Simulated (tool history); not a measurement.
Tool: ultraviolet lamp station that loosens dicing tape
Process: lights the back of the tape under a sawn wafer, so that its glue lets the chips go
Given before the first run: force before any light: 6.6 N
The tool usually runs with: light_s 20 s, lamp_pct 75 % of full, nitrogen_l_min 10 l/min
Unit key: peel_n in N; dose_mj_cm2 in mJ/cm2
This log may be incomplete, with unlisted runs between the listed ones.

run	hour	light_s	lamp_pct	nitrogen_l_min	peel_n	dose_mj_cm2
1	0.0	20	75	10	1.049	459
2	13.3	20	68	10	1.213	411
3	33.6	20	68	10	1.222	412
4	53.6	20	68	10	1.209	403
5	72.7	23	68	10	0.968	469
6	92.5	23	68	10	1.037	460
7	108.2	20	75	10	1.082	444
8	117.2	20	75	10	1.145	433
9	138.5	20	92	10	0.827	535
10	157.9	20	92	10	0.760	529
11	175.8	20	92	7	0.978	528
12	191.2	37	75	10	0.382	787
13	210.3	20	75	10	1.156	423
14	225.8	14	61	10	2.356	235
15	246.9	14	61	10	2.470	234
# hour 264.3: window cleaned of glue's vapour
16	267.1	14	61	10	2.047	279
17	277.0	14	61	10	2.017	282
18	286.4	20	65	4	1.914	430
19	301.0	12	75	3	2.987	288
20	312.3	12	75	3	3.131	293
21	328.4	12	75	3	3.091	289
22	343.5	21	63	16	0.914	424
23	354.8	21	63	16	0.872	423
24	371.1	21	75	7	1.098	504
25	392.4	11	66	17	2.125	230
26	402.2	32	75	10	0.418	753

Predict each of these 3 candidate next runs independently; none follows another, all start after run 26:
A	418.2	30	97	6	?	?
B	418.2	27	61	15	?	?
C	418.2	13	75	10	?	?

run	peel_n	dose_mj_cm2
A	0.435	913
B	0.639	513
C	1.758	304
Stripped of hidden state, with their random variation kept, the same runs would have yielded:
run	peel_n	dose_mj_cm2
A	0.358	1021
B	0.518	574
C	1.523	340
